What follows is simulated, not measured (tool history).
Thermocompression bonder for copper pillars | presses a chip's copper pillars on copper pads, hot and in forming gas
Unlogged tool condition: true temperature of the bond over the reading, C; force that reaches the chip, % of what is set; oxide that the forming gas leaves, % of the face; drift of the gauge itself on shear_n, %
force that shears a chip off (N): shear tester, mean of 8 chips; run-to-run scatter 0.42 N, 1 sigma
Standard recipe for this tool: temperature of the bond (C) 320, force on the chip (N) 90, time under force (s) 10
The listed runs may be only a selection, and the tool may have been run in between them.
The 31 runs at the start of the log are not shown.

run	hour	temperature of the bond (C)	force on the chip (N)	time under force (s)	hours of work since the heater was calibrated	hours of work since the force cell was calibrated	hours of work since the gas filter was changed	force that shears a chip off (N)
32	583.0	332	75	10	701	542	265	68.3
33	606.2	320	90	12	712	552	275	74.6
34	631.2	320	90	12	723	563	286	74.8
35	656.6	320	90	12	734	575	298	75.0
36	674.2	338	61	10	742	582	305	63.1
37	685.8	301	73	10	747	587	311	55.2
38	705.7	292	96	18	756	596	319	73.7
39	722.4	292	96	18	763	604	327	73.9

Each row is a separate what-if for the run after 39, all from the same tool condition, not one after another. Results?
A	739.4	304	79	12	771	611	334	?
B	739.4	320	92	29	771	611	334	?
C	739.4	313	96	18	771	611	334	?
D	739.4	292	106	8	771	611	334	?
E	739.4	297	109	10	771	611	334	?

run	force that shears a chip off (N)
A	63.2
B	90.2
C	82.3
D	62.7
E	69.5
The same runs, with their run-to-run variation unchanged, on a tool lacking any hidden condition would have given:
run	force that shears a chip off (N)
A	64.9
B	92.4
C	84.3
D	64.4
E	71.3
